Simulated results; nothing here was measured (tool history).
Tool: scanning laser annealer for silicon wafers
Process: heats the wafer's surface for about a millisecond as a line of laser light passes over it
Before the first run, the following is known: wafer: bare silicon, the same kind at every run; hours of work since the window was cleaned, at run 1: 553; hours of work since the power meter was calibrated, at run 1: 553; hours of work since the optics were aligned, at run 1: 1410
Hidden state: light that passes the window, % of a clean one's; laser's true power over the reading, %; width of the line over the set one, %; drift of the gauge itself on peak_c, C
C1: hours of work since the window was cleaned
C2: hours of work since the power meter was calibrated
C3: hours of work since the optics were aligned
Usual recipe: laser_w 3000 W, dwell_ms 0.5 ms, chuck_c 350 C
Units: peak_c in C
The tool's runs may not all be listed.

{"run": 1, "day": 0.0, "laser_w": 3000, "dwell_ms": 0.5, "chuck_c": 350, "C1": 553, "C2": 553, "C3": 1410, "peak_c": 1020}
{"run": 2, "day": 1.746, "laser_w": 3000, "dwell_ms": 0.5, "chuck_c": 350, "C1": 584, "C2": 584, "C3": 1441, "peak_c": 1020}
{"run": 3, "day": 2.825, "laser_w": 3000, "dwell_ms": 0.476, "chuck_c": 350, "C1": 603, "C2": 603, "C3": 1460, "peak_c": 1002}
{"day": 5.146, "done": "window over the wafer cleaned"}
{"run": 4, "day": 5.179, "laser_w": 3000, "dwell_ms": 0.476, "chuck_c": 350, "C1": 1, "C2": 643, "C3": 1500, "peak_c": 1038}
{"run": 5, "day": 7.071, "laser_w": 3000, "dwell_ms": 0.476, "chuck_c": 376, "C1": 34, "C2": 677, "C3": 1533, "peak_c": 1060}
{"day": 8.812, "done": "optics aligned, line set to its width"}
{"run": 6, "day": 9.521, "laser_w": 3000, "dwell_ms": 0.38, "chuck_c": 350, "C1": 73, "C2": 716, "C3": 12, "peak_c": 954}
{"run": 7, "day": 10.754, "laser_w": 3000, "dwell_ms": 0.38, "chuck_c": 350, "C1": 95, "C2": 738, "C3": 34, "peak_c": 953}
{"run": 8, "day": 13.012, "laser_w": 3000, "dwell_ms": 0.38, "chuck_c": 364, "C1": 135, "C2": 778, "C3": 74, "peak_c": 962}
{"run": 9, "day": 15.142, "laser_w": 3000, "dwell_ms": 0.38, "chuck_c": 355, "C1": 173, "C2": 815, "C3": 112, "peak_c": 957}
{"run": 10, "day": 16.288, "laser_w": 2992, "dwell_ms": 0.5, "chuck_c": 350, "C1": 193, "C2": 835, "C3": 132, "peak_c": 1043}
{"run": 11, "day": 18.292, "laser_w": 3000, "dwell_ms": 0.416, "chuck_c": 350, "C1": 228, "C2": 871, "C3": 167, "peak_c": 976}
{"run": 12, "day": 20.421, "laser_w": 3000, "dwell_ms": 0.416, "chuck_c": 350, "C1": 266, "C2": 908, "C3": 205, "peak_c": 971}
{"run": 13, "day": 21.8, "laser_w": 3000, "dwell_ms": 0.416, "chuck_c": 350, "C1": 290, "C2": 933, "C3": 229, "peak_c": 970}
{"run": 14, "day": 23.454, "laser_w": 3000, "dwell_ms": 0.5, "chuck_c": 350, "C1": 319, "C2": 962, "C3": 258, "peak_c": 1037}
{"run": 15, "day": 25.471, "laser_w": 3000, "dwell_ms": 0.5, "chuck_c": 350, "C1": 355, "C2": 997, "C3": 294, "peak_c": 1035}
{"run": 16, "day": 27.629, "laser_w": 3000, "dwell_ms": 0.5, "chuck_c": 350, "C1": 393, "C2": 1035, "C3": 332, "peak_c": 1033}
{"run": 17, "day": 29.054, "laser_w": 3000, "dwell_ms": 0.5, "chuck_c": 366, "C1": 418, "C2": 1061, "C3": 357, "peak_c": 1045}
{"run": 18, "day": 30.8, "laser_w": 3000, "dwell_ms": 0.5, "chuck_c": 350, "C1": 449, "C2": 1091, "C3": 388, "peak_c": 1028}
{"run": 19, "day": 33.129, "laser_w": 3000, "dwell_ms": 0.5, "chuck_c": 350, "C1": 490, "C2": 1132, "C3": 429, "peak_c": 1024}
{"run": 20, "day": 35.158, "laser_w": 3000, "dwell_ms": 0.518, "chuck_c": 350, "C1": 526, "C2": 1168, "C3": 465, "peak_c": 1036}
{"run": 21, "day": 37.133, "laser_w": 3000, "dwell_ms": 0.609, "chuck_c": 336, "C1": 561, "C2": 1203, "C3": 500, "peak_c": 1085}
{"run": 22, "day": 39.079, "laser_w": 3000, "dwell_ms": 0.568, "chuck_c": 350, "C1": 595, "C2": 1237, "C3": 534, "peak_c": 1067}
{"run": 23, "day": 41.175, "laser_w": 3157, "dwell_ms": 0.59, "chuck_c": 350, "C1": 632, "C2": 1274, "C3": 571, "peak_c": 1115}
{"day": 41.854, "done": "window over the wafer cleaned"}
{"run": 24, "day": 43.575, "laser_w": 3157, "dwell_ms": 0.421, "chuck_c": 353, "C1": 30, "C2": 1315, "C3": 612, "peak_c": 1022}
{"run": 25, "day": 44.962, "laser_w": 2593, "dwell_ms": 0.421, "chuck_c": 371, "C1": 55, "C2": 1340, "C3": 636, "peak_c": 921}
{"run": 26, "day": 47.396, "laser_w": 3105, "dwell_ms": 0.525, "chuck_c": 358, "C1": 98, "C2": 1383, "C3": 679, "peak_c": 1102}
{"run": 27, "day": 49.008, "laser_w": 2738, "dwell_ms": 0.5, "chuck_c": 328, "C1": 126, "C2": 1411, "C3": 708, "peak_c": 966}
{"run": 28, "day": 50.888, "laser_w": 3284, "dwell_ms": 0.359, "chuck_c": 378, "C1": 159, "C2": 1444, "C3": 741, "peak_c": 1010}
{"run": 29, "day": 53.238, "laser_w": 2950, "dwell_ms": 0.445, "chuck_c": 333, "C1": 201, "C2": 1486, "C3": 782, "peak_c": 971}
{"run": 30, "day": 55.004, "laser_w": 2759, "dwell_ms": 0.5, "chuck_c": 344, "C1": 232, "C2": 1517, "C3": 813, "peak_c": 979}
{"run": 31, "day": 57.025, "laser_w": 3064, "dwell_ms": 0.5, "chuck_c": 350, "C1": 268, "C2": 1552, "C3": 849, "peak_c": 1050}
{"run": 32, "day": 58.479, "laser_w": 3064, "dwell_ms": 0.5, "chuck_c": 350, "C1": 293, "C2": 1578, "C3": 875, "peak_c": 1047}
{"run": 33, "day": 60.096, "laser_w": 3000, "dwell_ms": 0.454, "chuck_c": 321, "C1": 322, "C2": 1607, "C3": 903, "peak_c": 966}
{"run": 34, "day": 61.217, "laser_w": 3000, "dwell_ms": 0.454, "chuck_c": 321, "C1": 342, "C2": 1626, "C3": 923, "peak_c": 968}
{"run": 35, "day": 62.4, "laser_w": 3000, "dwell_ms": 0.369, "chuck_c": 357, "C1": 362, "C2": 1647, "C3": 944, "peak_c": 930}
{"run": 36, "day": 63.875, "laser_w": 3000, "dwell_ms": 0.369, "chuck_c": 357, "C1": 388, "C2": 1673, "C3": 970, "peak_c": 929}
{"run": 37, "day": 66.138, "laser_w": 2584, "dwell_ms": 0.369, "chuck_c": 349, "C1": 428, "C2": 1713, "C3": 1010, "peak_c": 842}
{"run": 38, "day": 68.133, "laser_w": 2703, "dwell_ms": 0.422, "chuck_c": 390, "C1": 464, "C2": 1748, "C3": 1045, "peak_c": 943}
{"run": 39, "day": 69.433, "laser_w": 2827, "dwell_ms": 0.373, "chuck_c": 341, "C1": 486, "C2": 1771, "C3": 1068, "peak_c": 882}
{"run": 40, "day": 71.162, "laser_w": 2783, "dwell_ms": 0.373, "chuck_c": 346, "C1": 517, "C2": 1802, "C3": 1098, "peak_c": 875}

Below are 5 alternative next runs, each starting from the tool's condition after run 40. Predict each:
{"run": "A", "day": 73.662, "laser_w": 2861, "dwell_ms": 0.487, "chuck_c": 378, "C1": 561, "C2": 1846, "C3": 1142, "peak_c": "?"}
{"run": "B", "day": 73.662, "laser_w": 3096, "dwell_ms": 0.518, "chuck_c": 368, "C1": 561, "C2": 1846, "C3": 1142, "peak_c": "?"}
{"run": "C", "day": 73.662, "laser_w": 3000, "dwell_ms": 0.5, "chuck_c": 362, "C1": 561, "C2": 1846, "C3": 1142, "peak_c": "?"}
{"run": "D", "day": 73.662, "laser_w": 2675, "dwell_ms": 0.461, "chuck_c": 333, "C1": 561, "C2": 1846, "C3": 1142, "peak_c": "?"}
{"run": "E", "day": 73.662, "laser_w": 2967, "dwell_ms": 0.351, "chuck_c": 319, "C1": 561, "C2": 1846, "C3": 1142, "peak_c": "?"}

run=A peak_c=1003
run=B peak_c=1070
run=C peak_c=1030
run=D peak_c=904
run=E peak_c=861
What these runs would have given with no unlogged condition in the tool:
run=A peak_c=1045
run=B peak_c=1117
run=C peak_c=1074
run=D peak_c=942
run=E peak_c=897
